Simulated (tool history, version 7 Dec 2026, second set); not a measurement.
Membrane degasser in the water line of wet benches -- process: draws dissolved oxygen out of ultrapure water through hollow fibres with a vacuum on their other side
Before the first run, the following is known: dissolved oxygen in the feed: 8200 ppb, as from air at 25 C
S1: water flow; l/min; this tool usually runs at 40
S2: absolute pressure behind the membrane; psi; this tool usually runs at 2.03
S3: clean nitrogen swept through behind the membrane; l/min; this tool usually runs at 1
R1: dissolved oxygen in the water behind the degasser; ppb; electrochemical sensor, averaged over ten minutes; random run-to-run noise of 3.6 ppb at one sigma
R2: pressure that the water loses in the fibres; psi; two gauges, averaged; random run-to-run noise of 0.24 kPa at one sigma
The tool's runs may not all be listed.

{"run": 1, "day": 0.0, "S1": 40, "S2": 2.03, "S3": 1, "R1": 837.7, "R2": 9.68}
{"run": 2, "day": 10.017, "S1": 40, "S2": 4.41, "S3": 1, "R1": 1826.4, "R2": 9.683}
{"run": 3, "day": 21.312, "S1": 40, "S2": 4.41, "S3": 1, "R1": 1839, "R2": 9.731}
{"run": 4, "day": 30.512, "S1": 40, "S2": 4.41, "S3": 1, "R1": 1817.8, "R2": 9.79}
{"run": 5, "day": 44.071, "S1": 40, "S2": 2.03, "S3": 1, "R1": 842.8, "R2": 9.816}
{"run": 6, "day": 49.792, "S1": 40, "S2": 2.03, "S3": 1, "R1": 851.3, "R2": 9.857}
{"run": 7, "day": 59.625, "S1": 40, "S2": 2.03, "S3": 1, "R1": 850.8, "R2": 9.829}
{"run": 8, "day": 65.821, "S1": 40, "S2": 2.03, "S3": 1, "R1": 848.6, "R2": 9.747}
{"run": 9, "day": 71.346, "S1": 40, "S2": 2.03, "S3": 1, "R1": 835, "R2": 9.879}
{"run": 10, "day": 83.433, "S1": 40, "S2": 2.03, "S3": 1, "R1": 846.9, "R2": 9.919}
{"run": 11, "day": 96.742, "S1": 40, "S2": 2.03, "S3": 1, "R1": 853.3, "R2": 9.905}
{"run": 12, "day": 102.725, "S1": 55, "S2": 2.03, "S3": 1, "R1": 1078.5, "R2": 13.533}
{"run": 13, "day": 110.9, "S1": 55, "S2": 2.03, "S3": 1, "R1": 1082.6, "R2": 13.571}
{"run": 14, "day": 121.838, "S1": 55, "S2": 2.03, "S3": 1, "R1": 1083, "R2": 13.565}
{"run": 15, "day": 134.979, "S1": 40, "S2": 2.03, "S3": 1, "R1": 853.7, "R2": 9.934}
{"run": 16, "day": 141.829, "S1": 40, "S2": 3.23, "S3": 1, "R1": 1378, "R2": 9.981}
{"run": 17, "day": 150.975, "S1": 40, "S2": 2.03, "S3": 0.85, "R1": 961.2, "R2": 9.921}
{"run": 18, "day": 158.692, "S1": 40, "S2": 4.96, "S3": 2.8, "R1": 948.2, "R2": 9.91}
{"run": 19, "day": 170.746, "S1": 31, "S2": 4.63, "S3": 1, "R1": 1581.3, "R2": 7.738}
{"run": 20, "day": 176.888, "S1": 31, "S2": 4.63, "S3": 1, "R1": 1583, "R2": 7.704}
{"run": 21, "day": 186.742, "S1": 56, "S2": 2.06, "S3": 1, "R1": 1094.7, "R2": 13.966}
{"run": 22, "day": 196.079, "S1": 45, "S2": 1.41, "S3": 1.17, "R1": 532.9, "R2": 11.278}
{"run": 23, "day": 207.567, "S1": 45, "S2": 2.87, "S3": 0.88, "R1": 1440.7, "R2": 11.169}
{"run": 24, "day": 216.617, "S1": 45, "S2": 2.87, "S3": 0.88, "R1": 1421.4, "R2": 11.204}
{"run": 25, "day": 223.204, "S1": 45, "S2": 1.49, "S3": 0.88, "R1": 702, "R2": 11.294}
{"run": 26, "day": 231.542, "S1": 45, "S2": 1.49, "S3": 0.88, "R1": 697, "R2": 11.239}
{"run": 27, "day": 245.117, "S1": 39, "S2": 2.03, "S3": 0.96, "R1": 846.6, "R2": 9.816}
{"run": 28, "day": 252.05, "S1": 39, "S2": 2.03, "S3": 0.96, "R1": 846.7, "R2": 9.828}
{"run": 29, "day": 264.629, "S1": 39, "S2": 3.54, "S3": 1.07, "R1": 1392, "R2": 9.845}
{"run": 30, "day": 272.025, "S1": 39, "S2": 2.44, "S3": 1.07, "R1": 958.9, "R2": 9.88}
{"run": 31, "day": 277.729, "S1": 24, "S2": 1.67, "S3": 0.41, "R1": 847.2, "R2": 6.016}
{"run": 32, "day": 288.604, "S1": 39, "S2": 3.61, "S3": 1, "R1": 1498.5, "R2": 9.886}
{"run": 33, "day": 294.383, "S1": 36, "S2": 3.61, "S3": 1, "R1": 1408.2, "R2": 9.133}

Not shown: 3 entries that the log had between the listed runs. Between which runs, and how does the tool's hidden state differ before and after?
Runs 13 to 14: seals of the vacuum lines changed (day 112.6)
  membrane still open, %: 93.6 -> 93.5; true pressure behind the membrane over the reading, kPa: 0.29 -> 0.3; air that leaks in behind the membrane, l/min: 0.0276 -> 0.0032
  the result without the hidden state subtracted from the measured one, R1: +37.8 -> +40.4 ppb; R2: +0.864 -> +0.879 psi
Runs 14 to 15: vacuum gauge calibrated (day 122.879)
  membrane still open, %: 93.5 -> 93.4; true pressure behind the membrane over the reading, kPa: 0.3 -> 0.5; air that leaks in behind the membrane, l/min: 0.0032 -> 0.0039
  the result without the hidden state subtracted from the measured one, R1: +40.4 -> +43.3 ppb; R2: +0.879 -> +0.654 psi
Runs 17 to 18: vacuum gauge calibrated, once more (day 157.967)
  membrane still open, %: 93.2 -> 93.1; true pressure behind the membrane over the reading, kPa: 0.52 -> 0.02; air that leaks in behind the membrane, l/min: 0.0049 -> 0.0053
  the result without the hidden state subtracted from the measured one, R1: +48.4 -> +12.2 ppb; R2: +0.676 -> +0.682 psi
